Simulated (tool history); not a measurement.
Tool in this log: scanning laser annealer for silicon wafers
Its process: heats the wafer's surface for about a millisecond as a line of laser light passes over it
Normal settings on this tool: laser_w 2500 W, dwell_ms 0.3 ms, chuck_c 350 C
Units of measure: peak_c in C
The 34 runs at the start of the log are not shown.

| run | day | laser_w | dwell_ms | chuck_c | peak_c |
|---|---|---|---|---|---|
| 35 | 18.125 | 2383 | 0.3 | 366 | 1057 |
| 36 | 18.546 | 2383 | 0.3 | 366 | 1054 |
| 37 | 19.254 | 2383 | 0.3 | 366 | 1054 |
| 38 | 19.862 | 2146 | 0.22 | 350 | 864 |
| 39 | 20.392 | 2592 | 0.346 | 332 | 1156 |
| 40 | 20.712 | 2592 | 0.276 | 338 | 1074 |
| 41 | 21.408 | 2592 | 0.276 | 338 | 1074 |
| 42 | 22.171 | 2500 | 0.24 | 345 | 999 |

Below are 3 alternative next runs, each starting from the tool's condition after run 42. Predict each:
| A | 22.942 | 2500 | 0.327 | 386 | ? |
| B | 22.942 | 2209 | 0.243 | 381 | ? |
| C | 22.942 | 2727 | 0.24 | 385 | ? |

| run | peak_c |
|---|---|
| A | 1147 |
| B | 941 |
| C | 1112 |
Take away the tool's hidden state, keep each run's random variation, and the runs would have read:
| run | peak_c |
|---|---|
| A | 1200 |
| B | 980 |
| C | 1162 |

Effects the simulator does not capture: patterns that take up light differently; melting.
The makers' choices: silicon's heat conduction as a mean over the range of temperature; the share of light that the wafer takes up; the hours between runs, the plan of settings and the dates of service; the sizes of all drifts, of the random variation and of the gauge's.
